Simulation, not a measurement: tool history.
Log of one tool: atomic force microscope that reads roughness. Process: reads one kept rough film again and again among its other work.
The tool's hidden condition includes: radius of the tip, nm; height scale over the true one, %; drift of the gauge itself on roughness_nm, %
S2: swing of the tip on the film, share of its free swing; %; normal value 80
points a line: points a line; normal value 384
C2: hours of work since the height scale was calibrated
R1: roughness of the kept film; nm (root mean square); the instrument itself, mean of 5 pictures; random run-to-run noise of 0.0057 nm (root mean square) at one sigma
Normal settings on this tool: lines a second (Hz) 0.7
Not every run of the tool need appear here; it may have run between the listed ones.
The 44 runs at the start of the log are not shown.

{"run": 45, "hour": 1154.5, "lines a second (Hz)": 0.582, "S2": 58, "points a line": 615, "pictures with this tip": 193, "C2": 1149, "R1": 1.078}
{"run": 46, "hour": 1171.5, "lines a second (Hz)": 0.899, "S2": 80, "points a line": 609, "pictures with this tip": 211, "C2": 1160, "R1": 1.004}
{"run": 47, "hour": 1208.4, "lines a second (Hz)": 0.899, "S2": 80, "points a line": 609, "pictures with this tip": 248, "C2": 1183, "R1": 1.011}
{"run": 48, "hour": 1236.5, "lines a second (Hz)": 0.899, "S2": 80, "points a line": 609, "pictures with this tip": 276, "C2": 1200, "R1": 1.011}
{"run": 49, "hour": 1263.6, "lines a second (Hz)": 1.916, "S2": 80, "points a line": 588, "pictures with this tip": 303, "C2": 1217, "R1": 0.922}
{"hour": 1283.6, "done": "new tip fitted"}
{"run": 50, "hour": 1292.1, "lines a second (Hz)": 0.62, "S2": 80, "points a line": 588, "pictures with this tip": 9, "C2": 1234, "R1": 1.036}
{"run": 51, "hour": 1319.5, "lines a second (Hz)": 0.62, "S2": 80, "points a line": 588, "pictures with this tip": 36, "C2": 1252, "R1": 1.032}
{"run": 52, "hour": 1339.3, "lines a second (Hz)": 0.654, "S2": 60, "points a line": 588, "pictures with this tip": 56, "C2": 1264, "R1": 1.078}
{"run": 53, "hour": 1357.5, "lines a second (Hz)": 0.859, "S2": 72, "points a line": 316, "pictures with this tip": 75, "C2": 1275, "R1": 1.018}

Alternative continuations, all from the tool just after run 53; predict every row:
{"run": "A", "hour": 1391.1, "lines a second (Hz)": 0.664, "S2": 64, "points a line": 520, "pictures with this tip": 108, "C2": 1296, "R1": "?"}
{"run": "B", "hour": 1391.1, "lines a second (Hz)": 0.7, "S2": 83, "points a line": 477, "pictures with this tip": 108, "C2": 1296, "R1": "?"}
{"run": "C", "hour": 1391.1, "lines a second (Hz)": 0.977, "S2": 57, "points a line": 920, "pictures with this tip": 108, "C2": 1296, "R1": "?"}

run=A R1=1.062
run=B R1=1.026
run=C R1=1.072
Take away the tool's hidden state, keep each run's random variation, and the runs would have read:
run=A R1=1.063
run=B R1=1.028
run=C R1=1.074
